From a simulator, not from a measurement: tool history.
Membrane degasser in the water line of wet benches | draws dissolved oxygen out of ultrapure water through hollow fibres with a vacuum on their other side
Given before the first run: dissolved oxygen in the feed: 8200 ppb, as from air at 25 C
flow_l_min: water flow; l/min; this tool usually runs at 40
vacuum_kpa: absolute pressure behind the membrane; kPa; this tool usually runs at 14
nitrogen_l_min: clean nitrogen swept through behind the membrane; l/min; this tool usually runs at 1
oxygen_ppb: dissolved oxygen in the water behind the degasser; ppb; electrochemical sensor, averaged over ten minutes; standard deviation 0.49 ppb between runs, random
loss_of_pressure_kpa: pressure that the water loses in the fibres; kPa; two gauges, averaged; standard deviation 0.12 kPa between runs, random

run    hour  flow_l_min  vacuum_kpa  nitrogen_l_min  oxygen_ppb  loss_of_pressure_kpa
  1       0          40          14               1       814.6                 36.29
  2   154.6          40          14               1         816                 36.07
  3   468.4          40          14               1       815.8                 36.25
  4   747.7          40          14               1       816.9                 36.28
  5     934          40          14               1       815.7                 36.38
  6  1233.1          40          14               1       817.4                  36.4
     1440.9  -- vacuum gauge calibrated
  7  1533.2          40          14               1       822.5                 36.41
  8  1802.4          40          14               1       822.2                 36.34
  9  2024.3          40          14               1       823.9                 36.28
 10  2203.1          40          14               1       822.5                 36.45
 11  2442.8          30          14               1         656                 27.41
 12  2644.9          52          14               1      1013.9                 47.68
 13  2882.1          40          14            0.93       868.3                  36.6
     3025.4  -- vacuum gauge calibrated, once more
 14  3173.4          40          14            0.93       852.7                 36.65
 15  3314.6          40        30.1            0.93      1870.5                 36.44
 16    3557          40        30.1            0.93      1869.9                 36.55
 17  3886.4          40          14            0.54      1229.6                 36.75
     3960.2  -- seals of the vacuum lines changed
 18  4216.5          52        11.9            0.96         852                  48.1
 19  4480.6          35        17.8            1.02       943.1                 32.51
 20  4802.7          54          14            0.56      1474.6                 49.68
 21  5059.4          54          14            0.56      1475.4                 49.84
 22  5291.2          27        27.8               1      1242.5                 25.07
 23  5450.6          24          14            0.57       833.3                 22.22
 24  5645.5          25          14            1.42       414.6                 23.03
 25  5891.1          25          14            0.41      1081.1                 23.13
 26  6113.7          50          14            1.16       878.1                 46.47
 27  6342.1          32        12.5            0.85         672                 29.72
 28  6644.1          32        12.5            0.85       673.1                 29.76
 29    6925          32         9.4            0.85       462.2                 29.95
 30  7076.8          32        28.2            0.85      1606.6                 29.67
 31  7294.4          63        13.3            0.48      1673.5                  58.8
 32  7633.3          63        17.9            0.45      2331.7                 58.93
 33  7782.6          38        22.2             0.8      1503.7                 35.52

Branching from run 33: 3 alternative next runs. What would each branch give?
  A  8073.4          28          14               1           ?                     ?
  B  8073.4          38        29.6             0.8           ?                     ?
  C  8073.4          38        34.3            0.52           ?                     ?

run  oxygen_ppb  loss_of_pressure_kpa
  A       613.1                 26.27
  B      1966.6                 35.33
  C      2868.2                 35.56
With no hidden state in the tool, these same runs would have given:
run  oxygen_ppb  loss_of_pressure_kpa
  A       605.7                 25.06
  B      1957.6                 33.68
  C      2862.8                  33.9
